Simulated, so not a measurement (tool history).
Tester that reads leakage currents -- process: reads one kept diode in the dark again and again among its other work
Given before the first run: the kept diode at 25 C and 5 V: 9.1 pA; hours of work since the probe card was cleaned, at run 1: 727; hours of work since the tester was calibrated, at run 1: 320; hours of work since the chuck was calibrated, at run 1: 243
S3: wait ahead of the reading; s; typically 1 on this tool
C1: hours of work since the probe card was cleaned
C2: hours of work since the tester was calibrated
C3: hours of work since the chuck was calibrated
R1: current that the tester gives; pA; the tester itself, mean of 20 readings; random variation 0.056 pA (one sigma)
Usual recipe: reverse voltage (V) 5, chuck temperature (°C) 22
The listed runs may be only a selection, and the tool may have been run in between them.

run 1 hour=0 | reverse_voltage_(V)=5 chuck_temperature_(°C)=22 S3=1 | C1=727 C2=320 C3=243 | R1=13.03
run 2 hour=36.6 | reverse_voltage_(V)=4.47 chuck_temperature_(°C)=22 S3=1 | C1=748 C2=341 C3=264 | R1=11.99
run 3 hour=56 | reverse_voltage_(V)=4.47 chuck_temperature_(°C)=22 S3=1 | C1=759 C2=353 C3=276 | R1=12.12
run 4 hour=91.6 | reverse_voltage_(V)=5 chuck_temperature_(°C)=44 S3=1 | C1=780 C2=373 C3=296 | R1=41.04
run 5 hour=111.6 | reverse_voltage_(V)=5 chuck_temperature_(°C)=22 S3=1 | C1=791 C2=384 C3=307 | R1=13.42
run 6 hour=143.2 | reverse_voltage_(V)=5 chuck_temperature_(°C)=22 S3=1 | C1=810 C2=403 C3=326 | R1=13.57
-- hour=148.9 probe card cleaned and baked
run 7 hour=171.1 | reverse_voltage_(V)=5 chuck_temperature_(°C)=22 S3=1 | C1=13 C2=417 C3=340 | R1=14.84

Run 8 is up next; what results do you expect?
run 8 hour=200.9 | reverse_voltage_(V)=5 chuck_temperature_(°C)=22 S3=1 | C1=30 C2=434 C3=357 | R1=?

Run 8 measured R1 14.9 pA.
Minus the tool's unlogged condition, the same run would have read R1 8.24 pA.

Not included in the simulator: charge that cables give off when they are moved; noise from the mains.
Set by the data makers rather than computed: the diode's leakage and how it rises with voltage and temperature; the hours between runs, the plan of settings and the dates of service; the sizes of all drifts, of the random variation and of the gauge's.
